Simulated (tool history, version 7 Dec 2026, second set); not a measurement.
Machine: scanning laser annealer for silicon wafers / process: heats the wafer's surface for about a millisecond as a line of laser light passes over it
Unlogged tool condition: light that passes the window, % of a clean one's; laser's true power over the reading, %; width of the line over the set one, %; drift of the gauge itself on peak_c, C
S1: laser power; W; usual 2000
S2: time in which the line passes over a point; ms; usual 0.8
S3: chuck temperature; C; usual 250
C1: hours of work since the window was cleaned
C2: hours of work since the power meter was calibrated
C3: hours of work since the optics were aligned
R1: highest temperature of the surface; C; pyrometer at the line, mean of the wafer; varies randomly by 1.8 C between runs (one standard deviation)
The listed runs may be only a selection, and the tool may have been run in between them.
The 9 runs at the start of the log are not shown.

run    hour    S1     S2   S3   C1    C2   C3    R1
 10   648.9  2055    0.8  250  685  1523  269   975
 11   736.2  2055    0.8  250  746  1583  330   968
 12   796.8  2000  0.792  250  788  1625  372   945
 13   865.1  2064    0.8  250  835  1673  419   969
 14   909.5  2064    0.8  250  866  1703  450   969
      948.7  -- window over the wafer cleaned
 15  1002.9  2064    0.8  250   37  1767  513   949
     1093.5  -- window over the wafer cleaned, once more
 16  1093.5  2000    0.8  250    0  1828  574   976
 17    1151  2000    0.8  250   40  1868  614   971
 18  1209.4  2000  0.956  250   80  1908  654  1029
 19  1288.8  2000  0.956  250  135  1963  709  1029
 20  1348.6  2000    0.6  250  177  2005  751   878
 21  1418.8  2000  0.909  215  225  2053  799   970
 22  1461.7  2001  0.931  265  255  2083  829  1025
 23    1534  2001  0.931  265  305  2133  879  1020
 24  1614.7  2161  0.702  246  361  2189  935   967
 25  1692.5  2161  0.702  246  415  2243  989   966

For run 26, what comes out?
 26  1740.7  2055  0.75  213  448  2276  1022   ?

Run 26 came out at R1 909 C.
Minus the tool's unlogged condition, the same run would have read R1 959 C.
